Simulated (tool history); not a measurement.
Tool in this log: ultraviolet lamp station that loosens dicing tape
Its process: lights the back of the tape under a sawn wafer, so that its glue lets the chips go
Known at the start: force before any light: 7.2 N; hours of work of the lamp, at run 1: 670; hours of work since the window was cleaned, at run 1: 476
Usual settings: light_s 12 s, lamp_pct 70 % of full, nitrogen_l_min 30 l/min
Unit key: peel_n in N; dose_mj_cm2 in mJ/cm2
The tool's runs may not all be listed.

| run | hour | light_s | lamp_pct | nitrogen_l_min | hours of work of the lamp | hours of work since the window was cleaned | peel_n | dose_mj_cm2 |
|---|---|---|---|---|---|---|---|---|
| 1 | 0 | 12 | 70 | 30 | 670 | 476 | 2.013 | 317 |
| 2 | 21.2 | 12 | 70 | 30 | 684 | 490 | 2.045 | 316 |
|  | 43.7 | window cleaned of glue's vapour |
| 3 | 44.4 | 12 | 70 | 10 | 700 | 0 | 3.421 | 277 |
| 4 | 62.9 | 12 | 70 | 10 | 713 | 13 | 3.451 | 270 |
| 5 | 86.2 | 12 | 70 | 10 | 729 | 29 | 3.392 | 266 |
| 6 | 109.3 | 12 | 70 | 30 | 745 | 45 | 2.481 | 266 |
|  | 112.5 | window cleaned of glue's vapour, once more |
| 7 | 134.8 | 12 | 70 | 30 | 762 | 15 | 1.635 | 365 |
| 8 | 160.2 | 12 | 70 | 30 | 780 | 33 | 1.656 | 359 |
| 9 | 179.3 | 23 | 63 | 11 | 793 | 46 | 1.253 | 620 |
| 10 | 210.6 | 9 | 63 | 11 | 814 | 68 | 3.573 | 236 |
| 11 | 242.4 | 8 | 70 | 28 | 836 | 90 | 2.912 | 231 |
| 12 | 268 | 12 | 70 | 30 | 854 | 107 | 1.825 | 347 |
| 13 | 292 | 22 | 77 | 16 | 870 | 124 | 0.821 | 685 |

3 ways to go on from here, each from the tool as it stands after run 13. What would each give?
| A | 320.8 | 22 | 77 | 29 | 890 | 143 | ? | ? |
| B | 320.8 | 12 | 70 | 15 | 890 | 143 | ? | ? |
| C | 320.8 | 22 | 77 | 35 | 890 | 143 | ? | ? |

| run | peel_n | dose_mj_cm2 |
|---|---|---|
| A | 0.538 | 678 |
| B | 2.485 | 338 |
| C | 0.459 | 674 |
The same runs, with their run-to-run variation unchanged, on a tool lacking any hidden condition would have given:
| run | peel_n | dose_mj_cm2 |
|---|---|---|
| A | 0.219 | 974 |
| B | 1.58 | 485 |
| C | 0.186 | 968 |
